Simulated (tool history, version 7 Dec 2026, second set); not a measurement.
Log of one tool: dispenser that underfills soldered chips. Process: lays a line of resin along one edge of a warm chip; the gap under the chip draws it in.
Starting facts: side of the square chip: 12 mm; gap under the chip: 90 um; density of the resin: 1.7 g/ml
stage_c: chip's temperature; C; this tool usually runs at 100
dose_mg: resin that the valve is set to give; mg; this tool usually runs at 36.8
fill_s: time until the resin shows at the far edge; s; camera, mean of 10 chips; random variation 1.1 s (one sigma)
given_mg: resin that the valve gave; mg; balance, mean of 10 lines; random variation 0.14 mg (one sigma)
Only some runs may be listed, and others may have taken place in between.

Run 1, hour 0.0: usual settings. Result: fill_s 145.6 s, given_mg 35.17 mg.
At hour 8.1: new syringe of resin.
At hour 14.6: dispensing valve cleaned and set on the balance.
Run 2, hour 14.8: usual settings. Result: fill_s 140.2 s, given_mg 36.75 mg.
Run 3, hour 22.1: usual settings. Result: fill_s 208.3 s, given_mg 36.52 mg.
At hour 23.4: new syringe of resin.
Run 4, hour 30.5: usual settings. Result: fill_s 148.3 s, given_mg 36.34 mg.
At hour 37.8: new syringe of resin.
Run 5, hour 41.0: usual settings. Result: fill_s 121.2 s, given_mg 36.48 mg.
Run 6, hour 47.5: usual settings but dose_mg 36.7 mg. Result: fill_s 167.7 s, given_mg 36.33 mg.
At hour 52.1: new syringe of resin.
Run 7, hour 62.5: usual settings but dose_mg 36.7 mg. Result: fill_s 175.9 s, given_mg 36.11 mg.
At hour 66.9: new syringe of resin.
Run 8, hour 72.7: usual settings but dose_mg 36.7 mg. Result: fill_s 142.7 s, given_mg 35.83 mg.
At hour 81.9: new syringe of resin.
Run 9, hour 87.6: usual settings but stage_c 98 C. Result: fill_s 149.6 s, given_mg 35.54 mg.
At hour 96.1: new syringe of resin.
Run 10, hour 98.6: usual settings but stage_c 113 C. Result: fill_s 79.8 s, given_mg 35.51 mg.
Run 11, hour 109.4: usual settings but stage_c 92 C, dose_mg 47.5 mg. Result: fill_s 257.0 s, given_mg 45.60 mg.
At hour 110.6: new syringe of resin.
Run 12, hour 122.9: usual settings but stage_c 104 C, dose_mg 47.0 mg. Result: fill_s 176.7 s, given_mg 44.85 mg.
At hour 125.2: new syringe of resin.
Run 13, hour 129.5: usual settings but stage_c 101 C, dose_mg 46.5 mg. Result: fill_s 122.6 s, given_mg 44.27 mg.
At hour 140.4: new syringe of resin.
Run 14, hour 141.6: usual settings but stage_c 101 C, dose_mg 46.5 mg. Result: fill_s 103.8 s, given_mg 43.91 mg.
At hour 143.4: dispensing valve cleaned and set on the balance.
Run 15, hour 149.4: usual settings but stage_c 85 C. Result: fill_s 246.6 s, given_mg 36.65 mg.
At hour 155.4: new syringe of resin.
Run 16, hour 157.1: usual settings but stage_c 85 C. Result: fill_s 173.2 s, given_mg 36.65 mg.
Run 17, hour 168.5: usual settings but stage_c 103 C, dose_mg 39.2 mg. Result: fill_s 185.5 s, given_mg 38.81 mg.
At hour 169.6: new syringe of resin.
Run 18, hour 180.7: usual settings but stage_c 103 C, dose_mg 39.2 mg. Result: fill_s 164.5 s, given_mg 38.41 mg.
At hour 183.7: new syringe of resin.
Run 19, hour 195.6: usual settings but stage_c 92 C, dose_mg 44.5 mg. Result: fill_s 240.8 s, given_mg 43.35 mg.

What would each run have given without the hidden state, its run-to-run variation left as it was?
Hidden conditions of the tool in this case: resin's viscosity, % of fresh resin's; dose that the valve gives, % of what is set; true chip temperature over the reading, C; drift of the gauge itself on fill_s, %; drift of the gauge itself on given_mg, %.
run  fill_s  given_mg
  1   105.7     36.98
  2   107.0     36.79
  3   106.8     36.68
  4   104.6     36.63
  5   108.0     36.93
  6   104.8     36.90
  7   104.9     36.93
  8   107.3     36.81
  9   114.0     36.76
 10    72.2     36.92
 11   130.3     47.65
 12    95.0     47.18
 13   100.4     46.71
 14   102.9     46.60
 15   169.2     36.71
 16   168.7     36.84
 17    96.1     39.22
 18    96.5     39.02
 19   132.6     44.34
